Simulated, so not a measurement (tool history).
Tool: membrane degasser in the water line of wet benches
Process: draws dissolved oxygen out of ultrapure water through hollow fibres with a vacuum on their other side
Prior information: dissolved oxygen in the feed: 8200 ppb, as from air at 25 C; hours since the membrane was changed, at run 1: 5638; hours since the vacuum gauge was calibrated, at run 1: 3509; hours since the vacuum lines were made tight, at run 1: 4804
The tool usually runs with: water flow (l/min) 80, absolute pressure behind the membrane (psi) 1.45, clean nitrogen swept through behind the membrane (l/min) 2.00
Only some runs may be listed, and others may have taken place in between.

run      day  water flow (l/min)  absolute pressure behind the membrane (psi)  clean nitrogen swept through behind the membrane (l/min)  hours since the membrane was changed  hours since the vacuum gauge was calibrated  hours since the vacuum lines were made tight  dissolved oxygen in the water behind the degasser (ppb)  pressure that the water loses in the fibres (psi)
  1    0.000                  80                                         1.45                                                      2.00                                  5638                                         3509                                          4804                                                    531.5                                              3.796
  2    5.525                  80                                         1.45                                                      2.00                                  5771                                         3641                                          4937                                                    532.6                                              3.714
  3    8.883                  62                                         1.45                                                      2.00                                  5852                                         3722                                          5018                                                    426.9                                              2.914
      16.496  -- vacuum gauge calibrated
  4   16.496                  62                                         1.45                                                      2.00                                  6034                                            0                                          5200                                                    426.2                                              2.860
  5   20.279                  62                                         1.45                                                      2.00                                  6125                                           91                                          5290                                                    428.1                                              2.908
  6   27.454                  62                                         1.45                                                      2.00                                  6297                                          263                                          5463                                                    426.0                                              2.901
  7   35.067                  62                                         1.45                                                      2.00                                  6479                                          446                                          5645                                                    430.1                                              2.909
  8   40.788                  80                                         1.45                                                      2.00                                  6617                                          583                                          5783                                                    529.9                                              3.756
  9   48.671                  80                                         1.45                                                      2.00                                  6806                                          772                                          5972                                                    531.0                                              3.716
 10   54.383                  56                                         1.45                                                      2.00                                  6943                                          909                                          6109                                                    393.7                                              2.667
 11   60.896                  80                                         1.45                                                      2.00                                  7099                                         1066                                          6265                                                    533.1                                              3.755
 12   67.788                  80                                         1.45                                                      2.00                                  7265                                         1231                                          6431                                                    534.8                                              3.781
 13   71.312                  80                                         1.45                                                      1.62                                  7349                                         1316                                          6515                                                    618.3                                              3.777
 14   78.871                  80                                         1.38                                                      2.00                                  7531                                         1497                                          6697                                                    498.9                                              3.817
 15   83.246                  80                                         1.38                                                      2.00                                  7636                                         1602                                          6802                                                    501.8                                              3.733
 16   86.762                  80                                         0.93                                                      2.37                                  7720                                         1686                                          6886                                                    234.3                                              3.780
 17   93.596                  80                                         0.93                                                      2.37                                  7884                                         1850                                          7050                                                    233.9                                              3.754
 18   99.762                  80                                         1.77                                                      1.98                                  8032                                         1998                                          7198                                                    701.0                                              3.758
     106.675  -- seals of the vacuum lines changed
 19  107.538                  80                                         1.77                                                      1.98                                  8217                                         2183                                            21                                                    702.9                                              3.754
 20  115.104                  91                                         1.45                                                      2.00                                  8398                                         2365                                           202                                                    604.4                                              4.286
 21  121.004                  91                                         1.45                                                      2.00                                  8540                                         2506                                           344                                                    601.2                                              4.266
 22  127.721                  95                                         2.10                                                      1.78                                  8701                                         2667                                           505                                                   1062.3                                              4.463
 23  131.771                  95                                         2.10                                                      1.78                                  8798                                         2765                                           602                                                   1068.9                                              4.464
 24  137.362                  91                                         2.42                                                      5.81                                  8933                                         2899                                           736                                                    491.7                                              4.261
 25  144.892                  54                                         2.48                                                      2.00                                  9113                                         3080                                           917                                                    756.4                                              2.484
 26  148.688                  54                                         2.48                                                      2.00                                  9204                                         3171                                          1008                                                    763.2                                              2.534
 27  156.317                  89                                         1.83                                                      3.42                                  9387                                         3354                                          1191                                                    531.2                                              4.190
 28  164.262                  89                                         1.83                                                      3.42                                  9578                                         3544                                          1382                                                    526.6                                              4.186
 29  171.625                  49                                         1.83                                                      1.17                                  9755                                         3721                                          1559                                                    738.7                                              2.280

What if the next run were any one of these 5? Each begins from the tool's condition after run 29:
  A  176.246                  49                                         1.83                                                      0.96                                  9866                                         3832                                          1670                                                        ?                                                  ?
  B  176.246                  54                                         1.83                                                      1.11                                  9866                                         3832                                          1670                                                        ?                                                  ?
  C  176.246                  90                                         0.91                                                      2.00                                  9866                                         3832                                          1670                                                        ?                                                  ?
  D  176.246                 113                                         1.45                                                      4.19                                  9866                                         3832                                          1670                                                        ?                                                  ?
  E  176.246                  65                                         2.09                                                      1.99                                  9866                                         3832                                          1670                                                        ?                                                  ?

run  dissolved oxygen in the water behind the degasser (ppb)  pressure that the water loses in the fibres (psi)
  A                                                    859.8                                              2.286
  B                                                    831.9                                              2.498
  C                                                    296.9                                              4.187
  D                                                    447.6                                              5.342
  E                                                    728.0                                              3.065
Had the tool no hidden state, the same runs would have come out as:
run  dissolved oxygen in the water behind the degasser (ppb)  pressure that the water loses in the fibres (psi)
  A                                                    840.2                                              2.284
  B                                                    813.0                                              2.495
  C                                                    289.9                                              4.184
  D                                                    437.1                                              5.337
  E                                                    711.4                                              3.062

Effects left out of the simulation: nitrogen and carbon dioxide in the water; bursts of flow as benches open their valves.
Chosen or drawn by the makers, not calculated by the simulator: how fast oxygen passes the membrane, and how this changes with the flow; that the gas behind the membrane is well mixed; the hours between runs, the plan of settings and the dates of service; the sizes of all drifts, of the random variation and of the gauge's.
